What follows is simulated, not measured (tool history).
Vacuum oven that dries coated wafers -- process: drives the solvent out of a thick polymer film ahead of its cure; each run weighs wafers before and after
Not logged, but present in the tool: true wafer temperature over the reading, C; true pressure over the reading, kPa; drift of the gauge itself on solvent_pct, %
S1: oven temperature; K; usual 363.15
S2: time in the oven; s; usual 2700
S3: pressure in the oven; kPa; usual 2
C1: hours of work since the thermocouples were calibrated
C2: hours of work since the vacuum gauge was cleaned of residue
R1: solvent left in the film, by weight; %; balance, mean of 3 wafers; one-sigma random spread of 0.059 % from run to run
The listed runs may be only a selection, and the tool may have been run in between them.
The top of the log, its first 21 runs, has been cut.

run	day	S1	S2	S3	C1	C2	R1
22	7.867	363.15	2280	2	854	395	4.64
23	8.221	363.15	2280	2	860	400	4.79
24	8.633	363.15	2280	2	867	407	4.55
25	8.875	363.15	2280	2	870	411	4.56
26	9.354	363.15	2280	2	878	418	4.63
27	9.779	363.15	2280	2	885	425	4.68
28	10.258	363.15	2280	2	892	433	4.57
29	10.746	374.15	3480	3.64	900	440	0.95
30	10.996	363.15	3720	3.27	904	444	2.4
31	11.392	348.15	1680	6.8	910	451	14.17
32	11.75	348.15	1680	6.8	916	456	13.89
33	12.092	348.15	1680	6.8	922	462	14.08
34	12.608	366.15	3540	1.69	930	470	1.53
35	12.962	366.15	3540	1.69	936	476	1.54
36	13.454	378.15	1620	2	943	484	2.07
37	13.888	368.15	3660	4.77	950	490	1.74
38	14.112	363.15	3180	2.62	954	494	2.94
39	14.538	360.15	3180	2.62	961	501	3.79
40	14.879	348.15	3180	2.62	966	506	8.65
41	15.367	376.15	3900	1.07	974	514	0.24
42	15.583	376.15	1620	4	977	518	2.85
43	15.871	376.15	1860	1.48	982	522	1.88
44	16.083	376.15	1860	1.48	985	526	1.7
45	16.45	363.15	3120	7.59	991	531	4.15
46	16.825	359.15	1740	7.59	997	537	9.39

Alternative continuations, all from the tool just after run 46; predict every row:
A	17.05	359.15	1740	1.29	1001	541	?
B	17.05	363.15	1560	3.17	1001	541	?
C	17.05	364.15	1860	1.12	1001	541	?
D	17.05	363.15	1860	2	1001	541	?

run	R1
A	8.16
B	7.42
C	5.49
D	6.11
Take away the tool's hidden state, keep each run's random variation, and the runs would have read:
run	R1
A	7.34
B	6.61
C	4.74
D	5.33

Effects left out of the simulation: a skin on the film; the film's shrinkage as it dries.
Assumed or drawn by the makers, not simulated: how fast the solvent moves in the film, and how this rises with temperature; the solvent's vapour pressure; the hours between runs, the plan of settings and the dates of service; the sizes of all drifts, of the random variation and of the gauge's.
